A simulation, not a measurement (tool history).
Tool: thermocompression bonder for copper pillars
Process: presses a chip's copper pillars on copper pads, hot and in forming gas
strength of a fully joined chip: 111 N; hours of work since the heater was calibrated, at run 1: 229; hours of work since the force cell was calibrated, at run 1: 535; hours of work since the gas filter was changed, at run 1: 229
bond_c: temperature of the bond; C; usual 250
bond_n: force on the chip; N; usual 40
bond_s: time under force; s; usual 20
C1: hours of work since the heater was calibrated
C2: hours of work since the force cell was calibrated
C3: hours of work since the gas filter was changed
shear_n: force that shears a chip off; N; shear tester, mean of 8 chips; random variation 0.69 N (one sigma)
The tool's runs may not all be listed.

{"run": 1, "hour": 0.0, "bond_c": 250, "bond_n": 40, "bond_s": 20, "C1": 229, "C2": 535, "C3": 229, "shear_n": 43}
{"run": 2, "hour": 16.2, "bond_c": 250, "bond_n": 40, "bond_s": 20, "C1": 242, "C2": 548, "C3": 242, "shear_n": 42.5}
{"run": 3, "hour": 50.7, "bond_c": 250, "bond_n": 32, "bond_s": 20, "C1": 269, "C2": 576, "C3": 269, "shear_n": 32}
{"run": 4, "hour": 85.5, "bond_c": 250, "bond_n": 30, "bond_s": 20, "C1": 297, "C2": 603, "C3": 297, "shear_n": 30.1}
{"run": 5, "hour": 99.6, "bond_c": 250, "bond_n": 30, "bond_s": 20, "C1": 309, "C2": 615, "C3": 309, "shear_n": 30.4}
{"run": 6, "hour": 123.2, "bond_c": 250, "bond_n": 30, "bond_s": 20, "C1": 327, "C2": 634, "C3": 327, "shear_n": 28.8}
{"run": 7, "hour": 143.1, "bond_c": 250, "bond_n": 30, "bond_s": 20, "C1": 343, "C2": 649, "C3": 343, "shear_n": 29.4}
{"run": 8, "hour": 158.6, "bond_c": 258, "bond_n": 40, "bond_s": 20, "C1": 356, "C2": 662, "C3": 356, "shear_n": 43.2}
{"hour": 162.6, "done": "force cell calibrated"}
{"run": 9, "hour": 195.1, "bond_c": 258, "bond_n": 40, "bond_s": 20, "C1": 384, "C2": 26, "C3": 384, "shear_n": 42.9}
{"run": 10, "hour": 228.6, "bond_c": 258, "bond_n": 40, "bond_s": 20, "C1": 411, "C2": 53, "C3": 411, "shear_n": 41.4}
{"hour": 250.2, "done": "force cell calibrated, once more"}
{"run": 11, "hour": 260.5, "bond_c": 250, "bond_n": 44, "bond_s": 17, "C1": 435, "C2": 8, "C3": 435, "shear_n": 43.8}
{"hour": 267.5, "done": "forming gas filter changed"}
{"run": 12, "hour": 290.1, "bond_c": 229, "bond_n": 40, "bond_s": 32, "C1": 458, "C2": 31, "C3": 18, "shear_n": 42.4}
{"run": 13, "hour": 312.5, "bond_c": 229, "bond_n": 40, "bond_s": 32, "C1": 476, "C2": 49, "C3": 36, "shear_n": 44.5}
{"run": 14, "hour": 331.0, "bond_c": 246, "bond_n": 40, "bond_s": 20, "C1": 491, "C2": 64, "C3": 51, "shear_n": 42.9}
{"run": 15, "hour": 359.0, "bond_c": 246, "bond_n": 40, "bond_s": 20, "C1": 513, "C2": 87, "C3": 73, "shear_n": 44.4}
{"run": 16, "hour": 377.3, "bond_c": 246, "bond_n": 40, "bond_s": 20, "C1": 528, "C2": 101, "C3": 88, "shear_n": 43.2}
{"run": 17, "hour": 397.8, "bond_c": 250, "bond_n": 41, "bond_s": 18, "C1": 544, "C2": 118, "C3": 104, "shear_n": 44.1}

The next listed run, before its measurement:
{"run": 18, "hour": 422.7, "bond_c": 250, "bond_n": 41, "bond_s": 18, "C1": 564, "C2": 138, "C3": 124, "shear_n": "?"}

shear_n: 44.7 N
Without the tool's hidden state the same run would have given shear_n 48.5 N.
